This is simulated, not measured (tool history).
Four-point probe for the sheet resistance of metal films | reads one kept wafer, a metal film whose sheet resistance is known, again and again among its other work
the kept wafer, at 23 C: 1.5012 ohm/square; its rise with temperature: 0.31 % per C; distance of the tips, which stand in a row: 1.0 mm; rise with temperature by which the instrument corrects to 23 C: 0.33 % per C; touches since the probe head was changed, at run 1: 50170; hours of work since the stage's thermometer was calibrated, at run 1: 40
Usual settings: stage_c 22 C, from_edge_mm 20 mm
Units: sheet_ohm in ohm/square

run    hour  stage_c  from_edge_mm  touches since the probe head was changed  hours of work since the stage's thermometer was calibrated  sheet_ohm
  1       0       22            20                                     50170                                                          40    1.50351
  2    29.9       22            20                                     51007                                                          56   1.503539
  3    66.1       22            20                                     52023                                                          76   1.503845
  4   119.9       22            20                                     53531                                                         105   1.503288
  5   172.5       20            20                                     55005                                                         133   1.503845
  6   219.9       20            20                                     56332                                                         158   1.503943
  7   243.9       20            20                                     57006                                                         171   1.503481
  8   286.2       22            14                                     58190                                                         194   1.505681
  9   320.6       22            14                                     59154                                                         212   1.506519
 10   364.7       22            14                                     60389                                                         236   1.505559
 11     401       22            14                                     61406                                                         256   1.505576
 12   429.5       22            20                                     62205                                                         271   1.502982
 13   473.3       22            20                                     63433                                                         294   1.503707
 14   519.1       31            20                                     64718                                                         319   1.501925
 15   549.7       24            20                                     65575                                                         335    1.50263
 16   592.7       24            20                                     66781                                                         358   1.502941
 17   636.7       22            20                                     68013                                                         382   1.503265
 18   682.3       21            20                                     69291                                                         406   1.503475
 19   724.3       22            20                                     70467                                                         429   1.503032
 20   747.7       22             7                                     71124                                                         442    1.51808
 21   771.3       22             7                                     71785                                                         454   1.517517
 22   804.2       22             7                                     72707                                                         472   1.517938
 23     834       23             9                                     73541                                                         488   1.511078
 24   865.1       19             8                                     74413                                                         505    1.51389
 25   889.6       31            26                                     75100                                                         518   1.501495
 26   937.8       31            26                                     76450                                                         544   1.501089
 27     986       28            28                                     77801                                                         569   1.501553
 28  1024.3       21            19                                     78874                                                         590   1.503666
 29  1074.9       34             8                                     80294                                                         617   1.512148
 30  1106.7       29            11                                     81183                                                         634   1.506842
 31  1131.3       25             6                                     81874                                                         647   1.522945
 32  1178.5       21            20                                     83198                                                         673   1.503733
 33  1232.7       21            20                                     84714                                                         702   1.503194
 34  1256.1       22             4                                     85372                                                         714   1.550179
 35  1306.9       22             4                                     86796                                                         742   1.550121
       1318  -- new probe head fitted
 36  1338.4       22             4                                       573                                                         758    1.55052
 37    1365       22            44                                      1317                                                         772   1.501945
 38  1393.6       22            24                                      2119                                                         788   1.502669
 39  1434.3       22            24                                      3259                                                         809   1.503326
 40  1460.5       22            24                                      3994                                                         824   1.502789
 41  1498.8       27            20                                      5066                                                         844   1.502407

Hidden state at the last listed run before each entry between runs and at the first one after, where it differs:
Between runs 35 and 36: new probe head fitted (hour 1318)
  inner tips' distance over the nominal, %: 0.003 -> -0.001; tips' flats over new ones', %: 1 -> 0
